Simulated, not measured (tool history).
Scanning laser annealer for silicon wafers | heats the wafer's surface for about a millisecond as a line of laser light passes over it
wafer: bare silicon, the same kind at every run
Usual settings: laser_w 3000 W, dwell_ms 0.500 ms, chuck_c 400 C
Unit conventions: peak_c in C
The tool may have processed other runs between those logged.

Run 1, day 0.000: usual settings. Result: peak_c 1113 C.
Run 2, day 0.342: usual settings. Result: peak_c 1111 C.
Run 3, day 0.550: usual settings but chuck_c 409 C. Result: peak_c 1120 C.
Run 4, day 0.933: usual settings but chuck_c 423 C. Result: peak_c 1135 C.
At day 1.279: window over the wafer cleaned.
Run 5, day 1.450: usual settings but chuck_c 423 C. Result: peak_c 1159 C.
Run 6, day 1.683: usual settings but chuck_c 423 C. Result: peak_c 1156 C.
Run 7, day 1.917: usual settings but laser_w 2683 W. Result: peak_c 1059 C.
Run 8, day 2.354: usual settings but laser_w 3012 W, chuck_c 388 C. Result: peak_c 1123 C.
Run 9, day 2.796: usual settings but laser_w 3242 W, dwell_ms 0.537 ms, chuck_c 369 C. Result: peak_c 1190 C.
Run 10, day 3.092: usual settings but laser_w 3242 W, dwell_ms 0.537 ms, chuck_c 369 C. Result: peak_c 1192 C.
Run 11, day 3.425: usual settings but laser_w 3242 W, dwell_ms 0.537 ms, chuck_c 369 C. Result: peak_c 1188 C.
Run 12, day 3.667: usual settings but laser_w 3242 W, dwell_ms 0.537 ms, chuck_c 369 C. Result: peak_c 1189 C.
Run 13, day 3.971: usual settings but laser_w 3242 W, dwell_ms 0.537 ms, chuck_c 369 C. Result: peak_c 1190 C.

Below are 5 alternative next runs, each starting from the tool's condition after run 13. Predict each:
Run A, day 4.179: usual settings but laser_w 3087 W, dwell_ms 0.530 ms, chuck_c 394 C. Result: peak_c ?.
Run B, day 4.179: usual settings but chuck_c 373 C. Result: peak_c ?.
Run C, day 4.179: usual settings but laser_w 3110 W, dwell_ms 0.537 ms, chuck_c 369 C. Result: peak_c ?.
Run D, day 4.179: usual settings but chuck_c 431 C. Result: peak_c ?.
Run E, day 4.179: usual settings but laser_w 2691 W, dwell_ms 0.537 ms, chuck_c 390 C. Result: peak_c ?.

run  peak_c
  A    1169
  B    1105
  C    1156
  D    1159
  E    1075
Had the tool no hidden state, the same runs would have come out as:
run  peak_c
  A    1179
  B    1115
  C    1166
  D    1168
  E    1083

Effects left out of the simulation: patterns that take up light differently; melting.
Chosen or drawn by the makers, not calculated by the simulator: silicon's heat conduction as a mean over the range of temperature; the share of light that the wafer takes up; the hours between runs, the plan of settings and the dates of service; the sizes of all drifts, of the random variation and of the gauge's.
